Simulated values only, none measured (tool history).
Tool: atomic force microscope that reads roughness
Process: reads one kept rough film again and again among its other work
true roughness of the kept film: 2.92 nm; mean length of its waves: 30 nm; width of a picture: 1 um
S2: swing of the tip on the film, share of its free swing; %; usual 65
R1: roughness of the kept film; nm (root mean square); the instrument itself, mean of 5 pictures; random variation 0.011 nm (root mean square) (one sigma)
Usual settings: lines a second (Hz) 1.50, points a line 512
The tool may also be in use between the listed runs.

{"run": 1, "hour": 0.0, "lines a second (Hz)": 1.5, "S2": 65, "points a line": 512, "R1": 2.254}
{"run": 2, "hour": 12.7, "lines a second (Hz)": 1.5, "S2": 65, "points a line": 512, "R1": 2.234}
{"run": 3, "hour": 18.2, "lines a second (Hz)": 1.5, "S2": 65, "points a line": 512, "R1": 2.221}
{"run": 4, "hour": 28.1, "lines a second (Hz)": 1.5, "S2": 65, "points a line": 432, "R1": 2.197}
{"run": 5, "hour": 36.9, "lines a second (Hz)": 1.5, "S2": 65, "points a line": 432, "R1": 2.192}
{"run": 6, "hour": 43.6, "lines a second (Hz)": 1.5, "S2": 65, "points a line": 432, "R1": 2.139}
{"run": 7, "hour": 55.2, "lines a second (Hz)": 1.5, "S2": 65, "points a line": 432, "R1": 2.125}
{"run": 8, "hour": 61.6, "lines a second (Hz)": 0.86, "S2": 65, "points a line": 512, "R1": 2.15}
{"run": 9, "hour": 71.3, "lines a second (Hz)": 0.86, "S2": 65, "points a line": 512, "R1": 2.126}
{"run": 10, "hour": 79.6, "lines a second (Hz)": 0.86, "S2": 65, "points a line": 512, "R1": 2.124}
{"hour": 88.5, "done": "new tip fitted"}
{"run": 11, "hour": 89.4, "lines a second (Hz)": 0.86, "S2": 65, "points a line": 512, "R1": 2.527}
{"run": 12, "hour": 96.8, "lines a second (Hz)": 1.5, "S2": 65, "points a line": 345, "R1": 2.478}
{"run": 13, "hour": 106.9, "lines a second (Hz)": 1.5, "S2": 65, "points a line": 345, "R1": 2.44}
{"run": 14, "hour": 118.0, "lines a second (Hz)": 1.5, "S2": 65, "points a line": 345, "R1": 2.411}
{"run": 15, "hour": 129.7, "lines a second (Hz)": 1.5, "S2": 65, "points a line": 345, "R1": 2.413}
{"run": 16, "hour": 137.4, "lines a second (Hz)": 1.5, "S2": 65, "points a line": 345, "R1": 2.38}
{"run": 17, "hour": 144.7, "lines a second (Hz)": 1.5, "S2": 65, "points a line": 345, "R1": 2.371}
{"run": 18, "hour": 154.0, "lines a second (Hz)": 1.5, "S2": 65, "points a line": 345, "R1": 2.332}
{"run": 19, "hour": 162.0, "lines a second (Hz)": 1.5, "S2": 65, "points a line": 345, "R1": 2.319}
{"run": 20, "hour": 170.7, "lines a second (Hz)": 1.5, "S2": 65, "points a line": 345, "R1": 2.312}
{"run": 21, "hour": 181.3, "lines a second (Hz)": 1.5, "S2": 65, "points a line": 345, "R1": 2.285}
{"run": 22, "hour": 194.2, "lines a second (Hz)": 1.5, "S2": 66, "points a line": 512, "R1": 2.255}
{"run": 23, "hour": 206.2, "lines a second (Hz)": 1.5, "S2": 66, "points a line": 679, "R1": 2.225}
{"run": 24, "hour": 217.2, "lines a second (Hz)": 1.5, "S2": 66, "points a line": 679, "R1": 2.216}
{"run": 25, "hour": 223.0, "lines a second (Hz)": 1.5, "S2": 66, "points a line": 679, "R1": 2.208}
{"hour": 224.7, "done": "height scale calibrated on a step standard"}
{"run": 26, "hour": 231.2, "lines a second (Hz)": 1.5, "S2": 66, "points a line": 679, "R1": 2.178}
{"run": 27, "hour": 241.3, "lines a second (Hz)": 1.5, "S2": 66, "points a line": 679, "R1": 2.17}
{"run": 28, "hour": 253.4, "lines a second (Hz)": 1.5, "S2": 74, "points a line": 512, "R1": 2.111}
{"run": 29, "hour": 263.1, "lines a second (Hz)": 1.5, "S2": 74, "points a line": 512, "R1": 2.07}
{"run": 30, "hour": 274.7, "lines a second (Hz)": 2.32, "S2": 71, "points a line": 544, "R1": 2.042}
{"run": 31, "hour": 286.1, "lines a second (Hz)": 1.06, "S2": 72, "points a line": 413, "R1": 2.066}
{"hour": 288.7, "done": "new tip fitted"}
{"hour": 295.4, "done": "height scale calibrated on a step standard, once more"}
{"run": 32, "hour": 299.6, "lines a second (Hz)": 1.06, "S2": 72, "points a line": 413, "R1": 2.461}
{"run": 33, "hour": 306.3, "lines a second (Hz)": 1.93, "S2": 67, "points a line": 975, "R1": 2.445}
{"run": 34, "hour": 317.8, "lines a second (Hz)": 1.93, "S2": 67, "points a line": 975, "R1": 2.403}
{"run": 35, "hour": 328.9, "lines a second (Hz)": 1.99, "S2": 61, "points a line": 818, "R1": 2.409}
{"run": 36, "hour": 336.6, "lines a second (Hz)": 1.74, "S2": 70, "points a line": 311, "R1": 2.333}
{"run": 37, "hour": 348.1, "lines a second (Hz)": 2.82, "S2": 87, "points a line": 512, "R1": 2.095}
{"run": 38, "hour": 360.7, "lines a second (Hz)": 2.82, "S2": 87, "points a line": 512, "R1": 2.077}
{"run": 39, "hour": 373.0, "lines a second (Hz)": 2.48, "S2": 65, "points a line": 370, "R1": 2.266}
{"run": 40, "hour": 383.5, "lines a second (Hz)": 0.76, "S2": 56, "points a line": 630, "R1": 2.345}
{"run": 41, "hour": 392.8, "lines a second (Hz)": 2.16, "S2": 62, "points a line": 357, "R1": 2.244}

Forecast run 42:
{"run": 42, "hour": 399.5, "lines a second (Hz)": 2.39, "S2": 77, "points a line": 269, "R1": "?"}

{"run 42": {"R1": 2.101}}
Without the tool's hidden state the same run would have given R1 2.340 nm (root mean square).

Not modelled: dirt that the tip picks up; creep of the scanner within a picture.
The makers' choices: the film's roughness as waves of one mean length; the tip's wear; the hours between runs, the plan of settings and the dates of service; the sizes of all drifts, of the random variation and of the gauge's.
